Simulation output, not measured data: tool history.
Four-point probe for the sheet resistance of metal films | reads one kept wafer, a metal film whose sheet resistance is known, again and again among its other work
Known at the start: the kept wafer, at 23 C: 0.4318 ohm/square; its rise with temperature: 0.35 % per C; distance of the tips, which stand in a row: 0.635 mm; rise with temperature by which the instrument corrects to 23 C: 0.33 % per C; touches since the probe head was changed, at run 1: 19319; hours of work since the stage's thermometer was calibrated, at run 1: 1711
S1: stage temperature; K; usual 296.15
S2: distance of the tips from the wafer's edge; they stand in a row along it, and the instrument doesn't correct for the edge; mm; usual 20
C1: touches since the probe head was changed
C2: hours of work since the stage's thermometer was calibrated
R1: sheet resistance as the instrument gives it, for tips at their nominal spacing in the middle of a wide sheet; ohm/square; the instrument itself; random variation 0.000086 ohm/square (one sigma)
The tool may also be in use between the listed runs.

run 1 hour=0.0 | S1=296.15 S2=20 | C1=19319 C2=1711 | R1=0.431636
run 2 hour=46.3 | S1=296.15 S2=20 | C1=20488 C2=1744 | R1=0.431477
run 3 hour=93.1 | S1=296.15 S2=17 | C1=21667 C2=1778 | R1=0.431594
run 4 hour=138.4 | S1=296.15 S2=31 | C1=22811 C2=1810 | R1=0.431203
run 5 hour=180.1 | S1=296.15 S2=31 | C1=23864 C2=1840 | R1=0.431190
run 6 hour=228.2 | S1=296.15 S2=12 | C1=25077 C2=1875 | R1=0.431678
run 7 hour=260.0 | S1=296.15 S2=12 | C1=25878 C2=1897 | R1=0.431777
run 8 hour=318.3 | S1=296.15 S2=12 | C1=27350 C2=1939 | R1=0.431560
run 9 hour=358.9 | S1=296.15 S2=10 | C1=28373 C2=1968 | R1=0.431771
run 10 hour=409.6 | S1=296.15 S2=20 | C1=29654 C2=2005 | R1=0.431073
run 11 hour=461.5 | S1=301.15 S2=20 | C1=30963 C2=2042 | R1=0.431384
run 12 hour=506.0 | S1=301.15 S2=20 | C1=32086 C2=2074 | R1=0.431287
run 13 hour=562.9 | S1=307.15 S2=20 | C1=33521 C2=2114 | R1=0.431862
run 14 hour=605.5 | S1=296.15 S2=61 | C1=34596 C2=2145 | R1=0.430662
run 15 hour=654.2 | S1=296.15 S2=61 | C1=35826 C2=2180 | R1=0.430651
-- hour=669.5 stage's thermometer calibrated
run 16 hour=695.7 | S1=296.15 S2=61 | C1=36861 C2=19 | R1=0.431054
run 17 hour=729.5 | S1=296.15 S2=61 | C1=37712 C2=43 | R1=0.430833
run 18 hour=762.4 | S1=296.15 S2=61 | C1=38542 C2=67 | R1=0.430835
run 19 hour=818.1 | S1=296.15 S2=37 | C1=39948 C2=106 | R1=0.430705
run 20 hour=876.1 | S1=296.15 S2=5 | C1=41411 C2=148 | R1=0.434446
run 21 hour=912.8 | S1=296.15 S2=20 | C1=42337 C2=174 | R1=0.430861
run 22 hour=954.1 | S1=308.15 S2=20 | C1=43380 C2=204 | R1=0.432104
run 23 hour=982.7 | S1=308.15 S2=20 | C1=44100 C2=224 | R1=0.431916
run 24 hour=1025.7 | S1=296.15 S2=42 | C1=45187 C2=255 | R1=0.430763
run 25 hour=1083.4 | S1=296.15 S2=42 | C1=46641 C2=296 | R1=0.430583
run 26 hour=1123.6 | S1=296.15 S2=6 | C1=47656 C2=325 | R1=0.432911
run 27 hour=1180.2 | S1=299.15 S2=39 | C1=49084 C2=366 | R1=0.430726
run 28 hour=1227.9 | S1=299.15 S2=39 | C1=50288 C2=400 | R1=0.430760
run 29 hour=1262.8 | S1=299.15 S2=39 | C1=51167 C2=425 | R1=0.430698
run 30 hour=1287.1 | S1=303.15 S2=34 | C1=51782 C2=442 | R1=0.431095
run 31 hour=1314.2 | S1=294.15 S2=5 | C1=52465 C2=462 | R1=0.433614
run 32 hour=1339.4 | S1=304.15 S2=5 | C1=53101 C2=480 | R1=0.434690
run 33 hour=1375.2 | S1=307.15 S2=20 | C1=54003 C2=506 | R1=0.431466
run 34 hour=1421.7 | S1=297.15 S2=11 | C1=55178 C2=539 | R1=0.430987
run 35 hour=1455.2 | S1=297.15 S2=11 | C1=56021 C2=563 | R1=0.430921
run 36 hour=1512.5 | S1=297.15 S2=11 | C1=57468 C2=604 | R1=0.430898
run 37 hour=1563.5 | S1=295.15 S2=9 | C1=58755 C2=640 | R1=0.431033
run 38 hour=1619.0 | S1=305.15 S2=8 | C1=60155 C2=680 | R1=0.432207
run 39 hour=1660.4 | S1=305.15 S2=8 | C1=61201 C2=710 | R1=0.432162
run 40 hour=1684.8 | S1=303.15 S2=10 | C1=61817 C2=727 | R1=0.431446
run 41 hour=1718.3 | S1=305.15 S2=16 | C1=62661 C2=751 | R1=0.430902
run 42 hour=1770.4 | S1=305.15 S2=16 | C1=63976 C2=789 | R1=0.430749
run 43 hour=1809.5 | S1=305.15 S2=16 | C1=64961 C2=817 | R1=0.430810
run 44 hour=1846.2 | S1=296.15 S2=6 | C1=65887 C2=843 | R1=0.432149
run 45 hour=1877.7 | S1=306.15 S2=32 | C1=66684 C2=866 | R1=0.430599
run 46 hour=1922.0 | S1=305.15 S2=52 | C1=67800 C2=897 | R1=0.430311

3 ways to go on from here, each from the tool as it stands after run 46. What would each give?
run A hour=1957.7 | S1=297.15 S2=11 | C1=68702 C2=923 | R1=?
run B hour=1957.7 | S1=301.15 S2=19 | C1=68702 C2=923 | R1=?
run C hour=1957.7 | S1=293.15 S2=15 | C1=68702 C2=923 | R1=?

run=A R1=0.430537
run=B R1=0.430083
run=C R1=0.429402
Without the tool's hidden state the same runs would have given:
run=A R1=0.432912
run=B R1=0.432453
run=C R1=0.431774

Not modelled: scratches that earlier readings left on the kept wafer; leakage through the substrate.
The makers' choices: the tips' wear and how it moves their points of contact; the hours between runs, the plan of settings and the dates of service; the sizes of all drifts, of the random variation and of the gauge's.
